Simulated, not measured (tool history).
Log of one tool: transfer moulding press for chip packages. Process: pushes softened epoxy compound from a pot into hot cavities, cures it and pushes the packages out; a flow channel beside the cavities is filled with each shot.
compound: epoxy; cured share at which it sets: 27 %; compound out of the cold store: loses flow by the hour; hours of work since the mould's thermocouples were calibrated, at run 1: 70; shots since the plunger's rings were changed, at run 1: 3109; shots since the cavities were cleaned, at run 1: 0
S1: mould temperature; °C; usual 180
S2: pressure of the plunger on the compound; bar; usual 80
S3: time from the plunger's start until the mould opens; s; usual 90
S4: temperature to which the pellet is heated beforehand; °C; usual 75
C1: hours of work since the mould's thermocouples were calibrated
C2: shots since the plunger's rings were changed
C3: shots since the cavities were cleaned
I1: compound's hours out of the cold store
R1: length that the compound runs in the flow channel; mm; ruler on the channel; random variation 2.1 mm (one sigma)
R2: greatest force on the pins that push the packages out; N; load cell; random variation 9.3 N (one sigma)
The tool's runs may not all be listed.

{"run": 1, "hour": 0.0, "S1": 180, "S2": 80, "S3": 90, "S4": 75, "C1": 70, "C2": 3109, "C3": 0, "I1": 14.3, "R1": 793, "R2": 425}
{"hour": 49.5, "done": "plunger's sealing rings changed"}
{"run": 2, "hour": 64.4, "S1": 180, "S2": 80, "S3": 90, "S4": 70, "C1": 98, "C2": 126, "C3": 525, "I1": 29, "R1": 783, "R2": 615}
{"hour": 100.5, "done": "cavities cleaned with cleaning compound and waxed"}
{"run": 3, "hour": 116.2, "S1": 181, "S2": 80, "S3": 90, "S4": 70, "C1": 121, "C2": 551, "C3": 132, "I1": 22.2, "R1": 794, "R2": 454}
{"run": 4, "hour": 178.7, "S1": 181, "S2": 80, "S3": 90, "S4": 70, "C1": 150, "C2": 1081, "C3": 662, "I1": 8.3, "R1": 821, "R2": 646}
{"hour": 198.2, "done": "cavities cleaned with cleaning compound and waxed"}
{"run": 5, "hour": 238.4, "S1": 181, "S2": 80, "S3": 90, "S4": 70, "C1": 177, "C2": 1573, "C3": 340, "I1": 31, "R1": 765, "R2": 563}
{"run": 6, "hour": 280.0, "S1": 179, "S2": 71.3, "S3": 110, "S4": 81, "C1": 196, "C2": 1926, "C3": 693, "I1": 46.6, "R1": 697, "R2": 555}
{"hour": 285.6, "done": "mould's thermocouples calibrated"}
{"hour": 300.0, "done": "cavities cleaned with cleaning compound and waxed"}
{"run": 7, "hour": 316.8, "S1": 180, "S2": 80, "S3": 96, "S4": 68, "C1": 14, "C2": 2208, "C3": 142, "I1": 9.5, "R1": 821, "R2": 461}
{"run": 8, "hour": 367.9, "S1": 180, "S2": 80, "S3": 96, "S4": 68, "C1": 37, "C2": 2640, "C3": 574, "I1": 28.4, "R1": 769, "R2": 591}
{"hour": 399.5, "done": "cavities cleaned with cleaning compound and waxed"}
{"run": 9, "hour": 402.9, "S1": 180, "S2": 80, "S3": 96, "S4": 68, "C1": 52, "C2": 2924, "C3": 29, "I1": 9.6, "R1": 809, "R2": 398}
{"run": 10, "hour": 458.6, "S1": 180, "S2": 80, "S3": 96, "S4": 68, "C1": 78, "C2": 3395, "C3": 500, "I1": 10.2, "R1": 806, "R2": 573}

Forecast each of these 4 alternatives for the next run:
{"hour": 472.6, "done": "plunger's sealing rings changed"}
{"hour": 498.2, "done": "mould's thermocouples calibrated, once more"}
{"hour": 502.4, "done": "cavities cleaned with cleaning compound and waxed"}
{"run": "A", "hour": 520.3, "S1": 174, "S2": 80, "S3": 84, "S4": 83, "C1": 9, "C2": 374, "C3": 151, "I1": 36, "R1": "?", "R2": "?"}
{"hour": 472.6, "done": "plunger's sealing rings changed"}
{"hour": 498.2, "done": "mould's thermocouples calibrated, once more"}
{"hour": 502.4, "done": "cavities cleaned with cleaning compound and waxed"}
{"run": "B", "hour": 520.3, "S1": 174, "S2": 80, "S3": 94, "S4": 66, "C1": 9, "C2": 374, "C3": 151, "I1": 31, "R1": "?", "R2": "?"}
{"hour": 472.6, "done": "plunger's sealing rings changed"}
{"hour": 498.2, "done": "mould's thermocouples calibrated, once more"}
{"hour": 502.4, "done": "cavities cleaned with cleaning compound and waxed"}
{"run": "C", "hour": 520.3, "S1": 174, "S2": 81.9, "S3": 120, "S4": 75, "C1": 9, "C2": 374, "C3": 151, "I1": 30, "R1": "?", "R2": "?"}
{"hour": 472.6, "done": "plunger's sealing rings changed"}
{"hour": 498.2, "done": "mould's thermocouples calibrated, once more"}
{"hour": 502.4, "done": "cavities cleaned with cleaning compound and waxed"}
{"run": "D", "hour": 520.3, "S1": 182, "S2": 80, "S3": 99, "S4": 76, "C1": 9, "C2": 374, "C3": 151, "I1": 35.9, "R1": "?", "R2": "?"}

run=A R1=786 R2=832
run=B R1=799 R2=687
run=C R1=810 R2=443
run=D R1=763 R2=418
Without the tool's hidden state the same runs would have given:
run=A R1=789 R2=676
run=B R1=802 R2=557
run=C R1=813 R2=362
run=D R1=766 R2=342

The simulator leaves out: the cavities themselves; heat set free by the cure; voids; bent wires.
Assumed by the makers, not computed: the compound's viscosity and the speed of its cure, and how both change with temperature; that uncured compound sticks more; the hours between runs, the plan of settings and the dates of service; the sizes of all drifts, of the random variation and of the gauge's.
